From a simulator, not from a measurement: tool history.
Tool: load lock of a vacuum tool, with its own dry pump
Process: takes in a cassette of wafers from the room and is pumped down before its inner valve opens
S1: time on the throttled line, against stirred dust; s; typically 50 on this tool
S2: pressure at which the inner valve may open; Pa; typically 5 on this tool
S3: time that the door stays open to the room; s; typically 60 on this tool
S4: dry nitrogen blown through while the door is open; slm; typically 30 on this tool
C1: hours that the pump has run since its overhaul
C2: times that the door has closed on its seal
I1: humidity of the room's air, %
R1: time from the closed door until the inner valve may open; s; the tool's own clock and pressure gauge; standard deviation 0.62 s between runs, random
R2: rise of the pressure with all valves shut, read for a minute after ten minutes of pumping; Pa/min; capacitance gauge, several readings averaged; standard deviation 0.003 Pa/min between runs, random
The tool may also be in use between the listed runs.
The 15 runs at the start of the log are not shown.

{"run": 16, "day": 44.692, "S1": 50, "S2": 5, "S3": 60, "S4": 19, "C1": 5180, "C2": 6097, "I1": 45.1, "R1": 104.0, "R2": 0.022}
{"run": 17, "day": 46.479, "S1": 50, "S2": 5, "S3": 60, "S4": 19, "C1": 5223, "C2": 6166, "I1": 47.2, "R1": 103.6, "R2": 0.019}
{"run": 18, "day": 50.05, "S1": 50, "S2": 5, "S3": 60, "S4": 19, "C1": 5308, "C2": 6302, "I1": 44.4, "R1": 105.0, "R2": 0.021}
{"run": 19, "day": 53.562, "S1": 50, "S2": 5, "S3": 60, "S4": 30, "C1": 5393, "C2": 6437, "I1": 41.7, "R1": 103.8, "R2": 0.016}
{"run": 20, "day": 57.304, "S1": 52, "S2": 6, "S3": 151, "S4": 30, "C1": 5483, "C2": 6580, "I1": 44.9, "R1": 104.6, "R2": 0.022}
{"run": 21, "day": 60.858, "S1": 52, "S2": 6, "S3": 151, "S4": 30, "C1": 5568, "C2": 6716, "I1": 44.1, "R1": 103.4, "R2": 0.024}
{"run": 22, "day": 64.967, "S1": 50, "S2": 6, "S3": 116, "S4": 30, "C1": 5666, "C2": 6873, "I1": 41.2, "R1": 102.4, "R2": 0.02}
{"run": 23, "day": 66.888, "S1": 50, "S2": 6, "S3": 116, "S4": 29, "C1": 5713, "C2": 6946, "I1": 43.7, "R1": 103.4, "R2": 0.021}
{"run": 24, "day": 69.946, "S1": 50, "S2": 6, "S3": 116, "S4": 29, "C1": 5786, "C2": 7063, "I1": 42.1, "R1": 103.2, "R2": 0.019}
{"run": 25, "day": 72.321, "S1": 94, "S2": 6, "S3": 117, "S4": 29, "C1": 5843, "C2": 7154, "I1": 46.0, "R1": 137.5, "R2": 0.022}
{"run": 26, "day": 75.4, "S1": 94, "S2": 6, "S3": 98, "S4": 4, "C1": 5917, "C2": 7272, "I1": 44.2, "R1": 137.6, "R2": 0.042}
{"run": 27, "day": 78.138, "S1": 94, "S2": 6, "S3": 31, "S4": 11, "C1": 5983, "C2": 7377, "I1": 42.8, "R1": 137.4, "R2": 0.022}
{"run": 28, "day": 80.958, "S1": 37, "S2": 5, "S3": 103, "S4": 16, "C1": 6050, "C2": 7485, "I1": 46.0, "R1": 93.8, "R2": 0.035}
{"run": 29, "day": 83.667, "S1": 37, "S2": 5, "S3": 68, "S4": 5, "C1": 6115, "C2": 7588, "I1": 42.3, "R1": 94.9, "R2": 0.032}
{"run": 30, "day": 87.85, "S1": 50, "S2": 8, "S3": 60, "S4": 24, "C1": 6216, "C2": 7748, "I1": 45.3, "R1": 101.2, "R2": 0.018}
{"run": 31, "day": 90.2, "S1": 50, "S2": 8, "S3": 60, "S4": 24, "C1": 6272, "C2": 7838, "I1": 45.2, "R1": 101.7, "R2": 0.022}
{"run": 32, "day": 93.488, "S1": 50, "S2": 8, "S3": 60, "S4": 24, "C1": 6351, "C2": 7964, "I1": 39.3, "R1": 100.8, "R2": 0.022}
{"run": 33, "day": 97.158, "S1": 46, "S2": 6, "S3": 66, "S4": 8, "C1": 6439, "C2": 8104, "I1": 43.7, "R1": 100.3, "R2": 0.031}
{"run": 34, "day": 100.483, "S1": 46, "S2": 6, "S3": 66, "S4": 8, "C1": 6519, "C2": 8232, "I1": 47.0, "R1": 100.5, "R2": 0.035}
{"run": 35, "day": 102.7, "S1": 71, "S2": 5, "S3": 44, "S4": 30, "C1": 6572, "C2": 8316, "I1": 46.6, "R1": 119.6, "R2": 0.011}
{"run": 36, "day": 106.042, "S1": 50, "S2": 5, "S3": 41, "S4": 30, "C1": 6652, "C2": 8444, "I1": 48.7, "R1": 103.9, "R2": 0.02}
{"run": 37, "day": 110.233, "S1": 50, "S2": 5, "S3": 41, "S4": 30, "C1": 6753, "C2": 8605, "I1": 47.1, "R1": 104.9, "R2": 0.01}

Each row is a separate what-if for the run after 37, all from the same tool condition, not one after another. Results?
{"run": "A", "day": 113.996, "S1": 32, "S2": 8, "S3": 41, "S4": 30, "C1": 6843, "C2": 8748, "I1": 46.9, "R1": "?", "R2": "?"}
{"run": "B", "day": 113.996, "S1": 71, "S2": 6, "S3": 41, "S4": 22, "C1": 6843, "C2": 8748, "I1": 43.2, "R1": "?", "R2": "?"}
{"run": "C", "day": 113.996, "S1": 50, "S2": 5, "S3": 164, "S4": 30, "C1": 6843, "C2": 8748, "I1": 44.5, "R1": "?", "R2": "?"}
{"run": "D", "day": 113.996, "S1": 26, "S2": 5, "S3": 60, "S4": 6, "C1": 6843, "C2": 8748, "I1": 45.9, "R1": "?", "R2": "?"}

run=A R1=87.8 R2=0.012
run=B R1=118.7 R2=0.015
run=C R1=103.7 R2=0.025
run=D R1=85.3 R2=0.035
Stripped of hidden state, with their random variation kept, the same runs would have yielded:
run=A R1=87.8 R2=0.012
run=B R1=118.7 R2=0.015
run=C R1=103.7 R2=0.025
run=D R1=85.3 R2=0.035
